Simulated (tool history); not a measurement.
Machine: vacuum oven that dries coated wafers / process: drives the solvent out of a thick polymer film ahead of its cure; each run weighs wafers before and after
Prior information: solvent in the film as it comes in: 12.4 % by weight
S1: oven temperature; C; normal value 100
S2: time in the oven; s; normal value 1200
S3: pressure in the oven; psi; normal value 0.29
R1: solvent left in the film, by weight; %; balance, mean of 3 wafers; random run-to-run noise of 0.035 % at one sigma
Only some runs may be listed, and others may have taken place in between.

{"run": 1, "day": 0.0, "S1": 100, "S2": 1200, "S3": 0.29, "R1": 1.67}
{"run": 2, "day": 0.592, "S1": 100, "S2": 1200, "S3": 0.29, "R1": 1.61}
{"run": 3, "day": 1.65, "S1": 100, "S2": 1200, "S3": 0.29, "R1": 1.65}
{"run": 4, "day": 2.721, "S1": 100, "S2": 1200, "S3": 0.306, "R1": 1.69}
{"run": 5, "day": 3.446, "S1": 100, "S2": 1200, "S3": 0.306, "R1": 1.66}
{"run": 6, "day": 4.538, "S1": 100, "S2": 1200, "S3": 0.306, "R1": 1.71}
{"run": 7, "day": 5.117, "S1": 100, "S2": 1200, "S3": 0.306, "R1": 1.63}
{"day": 6.225, "done": "oven's thermocouples calibrated"}
{"run": 8, "day": 6.225, "S1": 100, "S2": 1200, "S3": 0.29, "R1": 1.69}
{"run": 9, "day": 6.708, "S1": 100, "S2": 1200, "S3": 0.29, "R1": 1.72}
{"run": 10, "day": 7.221, "S1": 100, "S2": 1200, "S3": 0.29, "R1": 1.69}
{"run": 11, "day": 8.117, "S1": 111, "S2": 1200, "S3": 0.29, "R1": 0.75}
{"run": 12, "day": 8.762, "S1": 100, "S2": 1200, "S3": 0.29, "R1": 1.75}
{"run": 13, "day": 9.746, "S1": 100, "S2": 1200, "S3": 1.101, "R1": 3.77}
{"run": 14, "day": 10.238, "S1": 100, "S2": 1200, "S3": 1.101, "R1": 3.75}
{"run": 15, "day": 10.979, "S1": 100, "S2": 1200, "S3": 0.29, "R1": 1.68}
{"run": 16, "day": 11.883, "S1": 100, "S2": 1200, "S3": 0.29, "R1": 1.69}
{"day": 12.258, "done": "oven's thermocouples calibrated, once more"}
{"run": 17, "day": 12.9, "S1": 100, "S2": 1200, "S3": 0.29, "R1": 1.42}
{"run": 18, "day": 13.554, "S1": 100, "S2": 1200, "S3": 1.091, "R1": 3.42}
{"run": 19, "day": 14.408, "S1": 100, "S2": 1200, "S3": 1.091, "R1": 3.38}
{"run": 20, "day": 15.212, "S1": 100, "S2": 960, "S3": 0.29, "R1": 1.95}
{"run": 21, "day": 16.058, "S1": 100, "S2": 960, "S3": 0.29, "R1": 1.86}
{"run": 22, "day": 16.717, "S1": 100, "S2": 960, "S3": 0.29, "R1": 1.92}
{"run": 23, "day": 17.408, "S1": 100, "S2": 960, "S3": 0.29, "R1": 1.99}
{"run": 24, "day": 18.304, "S1": 103, "S2": 2040, "S3": 0.29, "R1": 0.76}
{"run": 25, "day": 19.333, "S1": 103, "S2": 1080, "S3": 0.336, "R1": 1.38}
{"run": 26, "day": 20.079, "S1": 93, "S2": 1020, "S3": 0.516, "R1": 3.74}
{"run": 27, "day": 20.588, "S1": 92, "S2": 1200, "S3": 0.437, "R1": 3.13}
{"run": 28, "day": 21.554, "S1": 92, "S2": 1500, "S3": 0.437, "R1": 2.57}
{"run": 29, "day": 22.467, "S1": 100, "S2": 1200, "S3": 0.146, "R1": 1.08}
{"run": 30, "day": 23.512, "S1": 93, "S2": 780, "S3": 0.29, "R1": 4}
{"run": 31, "day": 24.429, "S1": 93, "S2": 780, "S3": 0.29, "R1": 3.9}
{"run": 32, "day": 24.925, "S1": 115, "S2": 1200, "S3": 0.29, "R1": 0.51}
{"run": 33, "day": 25.721, "S1": 114, "S2": 2160, "S3": 0.173, "R1": 0.3}
{"run": 34, "day": 26.308, "S1": 100, "S2": 1380, "S3": 0.29, "R1": 1.21}
{"run": 35, "day": 27.467, "S1": 109, "S2": 660, "S3": 0.426, "R1": 1.81}
{"run": 36, "day": 27.983, "S1": 96, "S2": 1440, "S3": 0.711, "R1": 2.85}
{"run": 37, "day": 28.812, "S1": 86, "S2": 1620, "S3": 0.635, "R1": 4.49}
{"run": 38, "day": 29.633, "S1": 94, "S2": 1020, "S3": 1.079, "R1": 4.98}

What does the tool deliver on the next run?
{"run": 39, "day": 30.321, "S1": 110, "S2": 1080, "S3": 0.949, "R1": "?"}

Run 39 came out at R1 1.88 %.
Had the tool carried no hidden state, the very same run would have given R1 1.86 %.
